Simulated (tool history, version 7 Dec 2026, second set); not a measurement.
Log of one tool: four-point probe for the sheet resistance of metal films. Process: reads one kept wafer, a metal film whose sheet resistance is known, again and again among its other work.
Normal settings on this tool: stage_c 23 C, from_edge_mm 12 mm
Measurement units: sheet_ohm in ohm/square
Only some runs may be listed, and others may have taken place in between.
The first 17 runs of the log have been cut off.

run,hour,stage_c,from_edge_mm,sheet_ohm
18,934.6,23,12,0.454667
# hour 973.9: new probe head fitted
19,985.3,23,54,0.447808
20,1053.4,34,54,0.449551
21,1092.2,21,39,0.447413
22,1164.2,22,62,0.447544
23,1215.6,18,12,0.447378
24,1250.1,22,4,0.45355
25,1323.6,19,11,0.447968
26,1367.1,23,13,0.448292
27,1404.5,23,12,0.448503
28,1458.4,23,12,0.448523
29,1530.4,20,11,0.448128
30,1564.1,31,11,0.449957
31,1606.1,31,11,0.450067
32,1662.3,19,11,0.448018
33,1708.7,30,53,0.449227
34,1775.5,25,5,0.45222

Estimate the outcome of run 35 from the log above:
35,1828.7,25,5,?

Logged for run 35: sheet_ohm 0.452166 ohm/square.
If the tool had no hidden condition, the same run with the same run-to-run variation would have returned sheet_ohm 0.453506 ohm/square.
